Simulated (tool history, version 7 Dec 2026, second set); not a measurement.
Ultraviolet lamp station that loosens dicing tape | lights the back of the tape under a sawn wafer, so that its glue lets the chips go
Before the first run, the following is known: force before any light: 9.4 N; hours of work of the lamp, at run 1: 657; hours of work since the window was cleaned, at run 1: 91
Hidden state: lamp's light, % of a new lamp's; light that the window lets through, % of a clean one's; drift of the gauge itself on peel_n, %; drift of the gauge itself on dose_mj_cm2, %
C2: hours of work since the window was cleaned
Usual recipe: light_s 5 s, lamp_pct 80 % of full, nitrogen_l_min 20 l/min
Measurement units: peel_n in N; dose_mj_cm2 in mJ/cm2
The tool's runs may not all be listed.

Run 1, day 0.000: usual settings; hours of work of the lamp 657; C2 91. Result: peel_n 0.698 N, dose_mj_cm2 494 mJ/cm2.
Run 2, day 0.854: usual settings; hours of work of the lamp 673; C2 107. Result: peel_n 0.691 N, dose_mj_cm2 485 mJ/cm2.
Run 3, day 1.529: usual settings but nitrogen_l_min 17 l/min; hours of work of the lamp 686; C2 119. Result: peel_n 0.810 N, dose_mj_cm2 480 mJ/cm2.
Run 4, day 2.071: usual settings but nitrogen_l_min 17 l/min; hours of work of the lamp 696; C2 129. Result: peel_n 0.808 N, dose_mj_cm2 484 mJ/cm2.
Run 5, day 2.658: usual settings; hours of work of the lamp 707; C2 140. Result: peel_n 0.725 N, dose_mj_cm2 486 mJ/cm2.
Run 6, day 3.442: usual settings; hours of work of the lamp 722; C2 155. Result: peel_n 0.764 N, dose_mj_cm2 476 mJ/cm2.
Run 7, day 4.712: usual settings; hours of work of the lamp 745; C2 179. Result: peel_n 0.779 N, dose_mj_cm2 477 mJ/cm2.
Run 8, day 5.508: usual settings but light_s 7 s; hours of work of the lamp 760; C2 194. Result: peel_n 0.393 N, dose_mj_cm2 660 mJ/cm2.
Run 9, day 6.683: usual settings but light_s 7 s; hours of work of the lamp 782; C2 216. Result: peel_n 0.403 N, dose_mj_cm2 650 mJ/cm2.
Run 10, day 7.346: usual settings but light_s 7 s; hours of work of the lamp 795; C2 228. Result: peel_n 0.406 N, dose_mj_cm2 650 mJ/cm2.
Run 11, day 7.988: usual settings but light_s 7 s; hours of work of the lamp 807; C2 240. Result: peel_n 0.430 N, dose_mj_cm2 641 mJ/cm2.
Run 12, day 8.917: usual settings but light_s 7 s; hours of work of the lamp 824; C2 257. Result: peel_n 0.431 N, dose_mj_cm2 632 mJ/cm2.
Run 13, day 10.129: usual settings but light_s 7 s, lamp_pct 96 % of full; hours of work of the lamp 847; C2 280. Result: peel_n 0.332 N, dose_mj_cm2 762 mJ/cm2.
Run 14, day 11.288: usual settings but lamp_pct 91 % of full; hours of work of the lamp 868; C2 302. Result: peel_n 0.638 N, dose_mj_cm2 514 mJ/cm2.
Run 15, day 12.588: usual settings but light_s 3 s, lamp_pct 96 % of full, nitrogen_l_min 13 l/min; hours of work of the lamp 893; C2 326. Result: peel_n 1.919 N, dose_mj_cm2 322 mJ/cm2.
Run 16, day 13.671: usual settings but light_s 4 s, lamp_pct 87 % of full, nitrogen_l_min 10 l/min; hours of work of the lamp 913; C2 346. Result: peel_n 1.719 N, dose_mj_cm2 383 mJ/cm2.
Run 17, day 14.692: usual settings but lamp_pct 93 % of full; hours of work of the lamp 932; C2 365. Result: peel_n 0.641 N, dose_mj_cm2 513 mJ/cm2.
Run 18, day 15.396: usual settings but lamp_pct 83 % of full, nitrogen_l_min 8 l/min; hours of work of the lamp 945; C2 379. Result: peel_n 1.520 N, dose_mj_cm2 452 mJ/cm2.
Run 19, day 16.517: usual settings but lamp_pct 83 % of full, nitrogen_l_min 8 l/min; hours of work of the lamp 966; C2 399. Result: peel_n 1.556 N, dose_mj_cm2 448 mJ/cm2.
Run 20, day 17.492: usual settings but light_s 4 s, lamp_pct 63 % of full; hours of work of the lamp 984; C2 418. Result: peel_n 1.991 N, dose_mj_cm2 273 mJ/cm2.
Run 21, day 18.800: usual settings but light_s 2 s, lamp_pct 85 % of full; hours of work of the lamp 1009; C2 442. Result: peel_n 3.266 N, dose_mj_cm2 181 mJ/cm2.
Run 22, day 19.617: usual settings but light_s 2 s, lamp_pct 100 % of full, nitrogen_l_min 13 l/min; hours of work of the lamp 1024; C2 457. Result: peel_n 3.282 N, dose_mj_cm2 211 mJ/cm2.
Run 23, day 20.775: usual settings but light_s 2 s, lamp_pct 62 % of full, nitrogen_l_min 13 l/min; hours of work of the lamp 1046; C2 479. Result: peel_n 4.657 N, dose_mj_cm2 134 mJ/cm2.
At day 21.275: window cleaned of glue's vapour.
Run 24, day 21.796: usual settings but light_s 8 s, lamp_pct 76 % of full; hours of work of the lamp 1064; C2 10. Result: peel_n 0.379 N, dose_mj_cm2 716 mJ/cm2.
Run 25, day 22.867: usual settings but nitrogen_l_min 35 l/min; hours of work of the lamp 1084; C2 30. Result: peel_n 0.579 N, dose_mj_cm2 470 mJ/cm2.
Run 26, day 24.162: usual settings but nitrogen_l_min 35 l/min; hours of work of the lamp 1108; C2 54. Result: peel_n 0.554 N, dose_mj_cm2 461 mJ/cm2.
Run 27, day 25.062: usual settings but nitrogen_l_min 35 l/min; hours of work of the lamp 1125; C2 71. Result: peel_n 0.566 N, dose_mj_cm2 460 mJ/cm2.

Each row is a separate what-if for the run after 27, all from the same tool condition, not one after another. Results?
Run A, day 25.733: usual settings but lamp_pct 62 % of full, nitrogen_l_min 38 l/min; hours of work of the lamp 1138; C2 83. Result: peel_n ?, dose_mj_cm2 ?.
Run B, day 25.733: usual settings but lamp_pct 71 % of full, nitrogen_l_min 12 l/min; hours of work of the lamp 1138; C2 83. Result: peel_n ?, dose_mj_cm2 ?.
Run C, day 25.733: usual settings but lamp_pct 85 % of full; hours of work of the lamp 1138; C2 83. Result: peel_n ?, dose_mj_cm2 ?.
Run D, day 25.733: usual settings but light_s 8 s, lamp_pct 95 % of full, nitrogen_l_min 16 l/min; hours of work of the lamp 1138; C2 83. Result: peel_n ?, dose_mj_cm2 ?.
Run E, day 25.733: usual settings but light_s 3 s, lamp_pct 86 % of full, nitrogen_l_min 32 l/min; hours of work of the lamp 1138; C2 83. Result: peel_n ?, dose_mj_cm2 ?.

run  peel_n  dose_mj_cm2
  A   0.928          354
  B   1.397          407
  C   0.711          493
  D   0.318          869
  E   1.381          293
Stripped of hidden state, with their random variation kept, the same runs would have yielded:
run  peel_n  dose_mj_cm2
  A   0.653          425
  B   1.006          489
  C   0.504          591
  D   0.276         1043
  E   0.998          352

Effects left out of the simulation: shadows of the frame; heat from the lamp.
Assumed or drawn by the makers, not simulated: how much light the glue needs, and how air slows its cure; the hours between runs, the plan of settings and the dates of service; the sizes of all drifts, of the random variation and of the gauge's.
